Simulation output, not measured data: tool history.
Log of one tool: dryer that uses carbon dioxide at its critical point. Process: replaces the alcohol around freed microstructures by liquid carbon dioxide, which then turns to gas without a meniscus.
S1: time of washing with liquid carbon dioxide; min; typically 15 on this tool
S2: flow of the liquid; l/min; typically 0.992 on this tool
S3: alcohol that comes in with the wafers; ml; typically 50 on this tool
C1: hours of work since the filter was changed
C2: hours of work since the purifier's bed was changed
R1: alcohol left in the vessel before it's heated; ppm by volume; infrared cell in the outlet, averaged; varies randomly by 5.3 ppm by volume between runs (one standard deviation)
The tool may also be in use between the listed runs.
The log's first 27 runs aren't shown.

Run 28, day 10.462: usual settings but S3 92 ml; C1 9; C2 150. Result: R1 253 ppm by volume.
Run 29, day 10.762: usual settings but S1 12 min, S2 0.815 l/min, S3 64 ml; C1 12; C2 153. Result: R1 965 ppm by volume.
Run 30, day 10.996: usual settings but S1 12 min, S2 0.815 l/min, S3 64 ml; C1 15; C2 155. Result: R1 989 ppm by volume.
Run 31, day 11.267: usual settings but S1 12 min, S2 0.815 l/min, S3 64 ml; C1 18; C2 158. Result: R1 976 ppm by volume.
Run 32, day 11.704: usual settings but S2 1.044 l/min; C1 22; C2 162. Result: R1 134 ppm by volume.
Run 33, day 12.167: usual settings but S3 60 ml; C1 27; C2 167. Result: R1 181 ppm by volume.
Run 34, day 12.462: usual settings but S2 0.671 l/min, S3 81 ml; C1 30; C2 170. Result: R1 1167 ppm by volume.
Run 35, day 12.896: usual settings but S1 10 min, S2 0.671 l/min, S3 51 ml; C1 34; C2 174. Result: R1 2390 ppm by volume.
Run 36, day 13.196: usual settings but S1 10 min, S2 0.671 l/min, S3 51 ml; C1 37; C2 178. Result: R1 2421 ppm by volume.
Run 37, day 13.625: usual settings but S1 10 min, S2 0.671 l/min, S3 51 ml; C1 41; C2 182. Result: R1 2422 ppm by volume.
Run 38, day 13.858: usual settings but S1 12 min, S2 1.501 l/min; C1 44; C2 184. Result: R1 78 ppm by volume.
Run 39, day 14.404: usual settings but S1 12 min, S2 1.501 l/min; C1 49; C2 190. Result: R1 87 ppm by volume.

Consider 5 possible next runs. They are alternatives, not a sequence: every one starts from the tool as it was left by run 39. What does each give?
Run A, day 14.904: usual settings but S1 12 min, S2 1.501 l/min, S3 120 ml; C1 54; C2 195. Result: R1 ?.
Run B, day 14.904: usual settings but S1 12 min, S2 1.501 l/min; C1 54; C2 195. Result: R1 ?.
Run C, day 14.904: usual settings but S1 17 min, S2 1.501 l/min; C1 54; C2 195. Result: R1 ?.
Run D, day 14.904: usual settings but S1 17 min, S2 1.458 l/min, S3 96 ml; C1 54; C2 195. Result: R1 ?.
Run E, day 14.904: usual settings but S3 29 ml; C1 54; C2 195. Result: R1 ?.

run   R1
  A  144
  B   90
  C   60
  D   51
  E  118
What these runs would have given with no unlogged condition in the tool:
run  R1
  A  92
  B  42
  C  13
  D   5
  E  69
